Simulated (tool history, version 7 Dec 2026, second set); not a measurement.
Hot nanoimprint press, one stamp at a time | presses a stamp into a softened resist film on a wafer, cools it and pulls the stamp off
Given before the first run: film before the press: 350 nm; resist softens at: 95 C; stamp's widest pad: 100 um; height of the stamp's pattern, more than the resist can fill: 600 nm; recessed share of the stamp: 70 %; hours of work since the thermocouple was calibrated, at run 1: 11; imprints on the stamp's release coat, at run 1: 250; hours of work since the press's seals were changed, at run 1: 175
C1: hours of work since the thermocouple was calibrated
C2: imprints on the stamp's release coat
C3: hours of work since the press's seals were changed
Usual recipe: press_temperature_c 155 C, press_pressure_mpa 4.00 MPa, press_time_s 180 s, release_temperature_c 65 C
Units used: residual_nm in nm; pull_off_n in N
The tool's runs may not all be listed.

run 1 hour=0.0 | press_temperature_c=155 press_pressure_mpa=4.00 press_time_s=180 release_temperature_c=65 | C1=11 C2=250 C3=175 | residual_nm=192.1 pull_off_n=171
run 2 hour=41.9 | press_temperature_c=155 press_pressure_mpa=4.00 press_time_s=157 release_temperature_c=65 | C1=29 C2=358 C3=192 | residual_nm=200.9 pull_off_n=170
run 3 hour=64.2 | press_temperature_c=155 press_pressure_mpa=4.00 press_time_s=157 release_temperature_c=65 | C1=38 C2=415 C3=202 | residual_nm=199.4 pull_off_n=172
run 4 hour=109.2 | press_temperature_c=155 press_pressure_mpa=4.00 press_time_s=157 release_temperature_c=65 | C1=57 C2=531 C3=221 | residual_nm=199.6 pull_off_n=168
run 5 hour=149.4 | press_temperature_c=155 press_pressure_mpa=4.00 press_time_s=157 release_temperature_c=65 | C1=74 C2=635 C3=238 | residual_nm=200.1 pull_off_n=172
run 6 hour=191.7 | press_temperature_c=155 press_pressure_mpa=4.00 press_time_s=157 release_temperature_c=65 | C1=92 C2=744 C3=255 | residual_nm=198.0 pull_off_n=164
run 7 hour=227.9 | press_temperature_c=155 press_pressure_mpa=4.00 press_time_s=157 release_temperature_c=65 | C1=107 C2=838 C3=271 | residual_nm=200.0 pull_off_n=164
run 8 hour=247.5 | press_temperature_c=155 press_pressure_mpa=4.00 press_time_s=180 release_temperature_c=65 | C1=116 C2=888 C3=279 | residual_nm=192.1 pull_off_n=163
run 9 hour=271.2 | press_temperature_c=155 press_pressure_mpa=4.00 press_time_s=180 release_temperature_c=63 | C1=125 C2=950 C3=289 | residual_nm=193.0 pull_off_n=176
run 10 hour=304.0 | press_temperature_c=155 press_pressure_mpa=4.00 press_time_s=180 release_temperature_c=65 | C1=139 C2=1034 C3=303 | residual_nm=191.3 pull_off_n=162
run 11 hour=322.9 | press_temperature_c=155 press_pressure_mpa=4.00 press_time_s=180 release_temperature_c=65 | C1=147 C2=1083 C3=311 | residual_nm=190.8 pull_off_n=172
-- hour=348.3 stamp cleaned and given a new release coat
run 12 hour=351.1 | press_temperature_c=155 press_pressure_mpa=4.00 press_time_s=180 release_temperature_c=65 | C1=157 C2=7 C3=320 | residual_nm=192.1 pull_off_n=165
run 13 hour=370.3 | press_temperature_c=155 press_pressure_mpa=4.00 press_time_s=180 release_temperature_c=65 | C1=165 C2=57 C3=328 | residual_nm=188.9 pull_off_n=166
run 14 hour=390.6 | press_temperature_c=155 press_pressure_mpa=4.00 press_time_s=253 release_temperature_c=65 | C1=173 C2=109 C3=337 | residual_nm=171.9 pull_off_n=159
run 15 hour=423.8 | press_temperature_c=155 press_pressure_mpa=5.07 press_time_s=180 release_temperature_c=65 | C1=187 C2=195 C3=351 | residual_nm=169.2 pull_off_n=163
run 16 hour=462.7 | press_temperature_c=155 press_pressure_mpa=5.07 press_time_s=180 release_temperature_c=65 | C1=204 C2=295 C3=367 | residual_nm=170.0 pull_off_n=164
run 17 hour=505.8 | press_temperature_c=155 press_pressure_mpa=2.66 press_time_s=96 release_temperature_c=65 | C1=222 C2=407 C3=385 | residual_nm=263.1 pull_off_n=164

Predict the results of run 18:
run 18 hour=542.1 | press_temperature_c=155 press_pressure_mpa=4.77 press_time_s=96 release_temperature_c=65 | C1=237 C2=500 C3=401 | residual_nm=? pull_off_n=?

{"run 18": {"residual_nm": 210.4, "pull_off_n": 163}}
On a tool with no hidden condition, and with the same random variation, this run would have come out at residual_nm 213.2 nm, pull_off_n 162 N.
